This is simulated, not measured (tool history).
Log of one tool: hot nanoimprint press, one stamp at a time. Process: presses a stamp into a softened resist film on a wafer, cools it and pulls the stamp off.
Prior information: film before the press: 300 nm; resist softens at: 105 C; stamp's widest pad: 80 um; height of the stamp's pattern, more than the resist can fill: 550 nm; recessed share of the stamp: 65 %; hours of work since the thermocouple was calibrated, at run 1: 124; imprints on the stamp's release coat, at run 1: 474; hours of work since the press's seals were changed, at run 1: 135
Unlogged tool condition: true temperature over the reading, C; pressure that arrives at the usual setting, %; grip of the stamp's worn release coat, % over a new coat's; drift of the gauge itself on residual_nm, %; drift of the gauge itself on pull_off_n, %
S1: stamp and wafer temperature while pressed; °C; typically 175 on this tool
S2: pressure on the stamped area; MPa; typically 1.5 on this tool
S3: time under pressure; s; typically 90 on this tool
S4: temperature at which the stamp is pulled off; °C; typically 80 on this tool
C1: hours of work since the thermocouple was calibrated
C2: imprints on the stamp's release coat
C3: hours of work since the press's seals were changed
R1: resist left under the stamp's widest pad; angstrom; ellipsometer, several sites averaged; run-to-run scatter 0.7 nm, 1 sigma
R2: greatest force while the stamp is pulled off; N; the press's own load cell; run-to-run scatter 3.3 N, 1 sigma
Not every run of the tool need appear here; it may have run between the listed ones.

Run 1, hour 0: usual settings; C1 124; C2 474; C3 135. Result: R1 1354 angstrom, R2 235 N.
Run 2, hour 14.4: usual settings; C1 134; C2 506; C3 145. Result: R1 1364 angstrom, R2 240 N.
Run 3, hour 25.2: usual settings; C1 141; C2 530; C3 152. Result: R1 1359 angstrom, R2 246 N.
Run 4, hour 37.7: usual settings; C1 150; C2 557; C3 161. Result: R1 1364 angstrom, R2 237 N.
Run 5, hour 48.5: usual settings but S2 1.09 MPa; C1 157; C2 581; C3 169. Result: R1 1593 angstrom, R2 246 N.
Run 6, hour 57.4: usual settings; C1 164; C2 601; C3 175. Result: R1 1374 angstrom, R2 245 N.
Run 7, hour 66.2: usual settings but S2 0.93 MPa; C1 170; C2 620; C3 181. Result: R1 1674 angstrom, R2 241 N.
Run 8, hour 78.9: usual settings but S2 1.4 MPa; C1 178; C2 649; C3 189. Result: R1 1424 angstrom, R2 246 N.
Run 9, hour 89.7: usual settings but S2 1.4 MPa; C1 186; C2 672; C3 197. Result: R1 1423 angstrom, R2 244 N.
Run 10, hour 98.3: usual settings but S2 1.4 MPa; C1 192; C2 691; C3 203. Result: R1 1427 angstrom, R2 240 N.
Run 11, hour 106.1: usual settings but S2 1.4 MPa; C1 197; C2 709; C3 208. Result: R1 1427 angstrom, R2 250 N.
Run 12, hour 119: usual settings but S2 1.4 MPa; C1 206; C2 737; C3 217. Result: R1 1438 angstrom, R2 247 N.
Run 13, hour 129.6: usual settings but S2 1.4 MPa; C1 213; C2 761; C3 224. Result: R1 1410 angstrom, R2 251 N.
Run 14, hour 143.9: usual settings; C1 223; C2 792; C3 234. Result: R1 1389 angstrom, R2 248 N.
Run 15, hour 154.9: usual settings; C1 231; C2 816; C3 242. Result: R1 1386 angstrom, R2 251 N.
Run 16, hour 162.8: usual settings but S1 181 °C, S2 1.26 MPa, S3 61 s, S4 70 °C; C1 236; C2 834; C3 247. Result: R1 1301 angstrom, R2 322 N.
Run 17, hour 171.6: usual settings but S2 1.92 MPa, S3 100 s; C1 242; C2 853; C3 253. Result: R1 1202 angstrom, R2 253 N.
Run 18, hour 186: usual settings but S1 172 °C, S2 1.92 MPa, S3 100 s; C1 252; C2 885; C3 263. Result: R1 1412 angstrom, R2 247 N.
Run 19, hour 198.7: usual settings but S1 172 °C, S2 1.92 MPa, S3 100 s; C1 261; C2 913; C3 272. Result: R1 1423 angstrom, R2 251 N.
At hour 203: plate thermocouple calibrated.
Run 20, hour 208.7: usual settings but S1 179 °C, S2 1.71 MPa, S3 59 s, S4 74 °C; C1 4; C2 929; C3 277. Result: R1 1301 angstrom, R2 295 N.
Run 21, hour 215.7: usual settings but S3 67 s, S4 72 °C; C1 9; C2 944; C3 281. Result: R1 1592 angstrom, R2 311 N.
Run 22, hour 225.8: usual settings but S1 185 °C, S3 67 s, S4 87 °C; C1 16; C2 967; C3 288. Result: R1 975 angstrom, R2 207 N.
Run 23, hour 235.8: usual settings but S1 167 °C, S2 1.3 MPa, S3 67 s, S4 87 °C; C1 23; C2 989; C3 295. Result: R1 2307 angstrom, R2 220 N.

Run 24 has not been measured yet. What should we expect?
Run 24, hour 243: usual settings but S1 167 °C, S2 1.3 MPa, S3 67 s, S4 87 °C; C1 27; C2 1005; C3 300. Result: R1 ?, R2 ?.

R1: 2331 angstrom
R2: 211 N
With the hidden condition absent and the run-to-run variation left alone, this run would have shown R1 2187 angstrom, R2 180 N.

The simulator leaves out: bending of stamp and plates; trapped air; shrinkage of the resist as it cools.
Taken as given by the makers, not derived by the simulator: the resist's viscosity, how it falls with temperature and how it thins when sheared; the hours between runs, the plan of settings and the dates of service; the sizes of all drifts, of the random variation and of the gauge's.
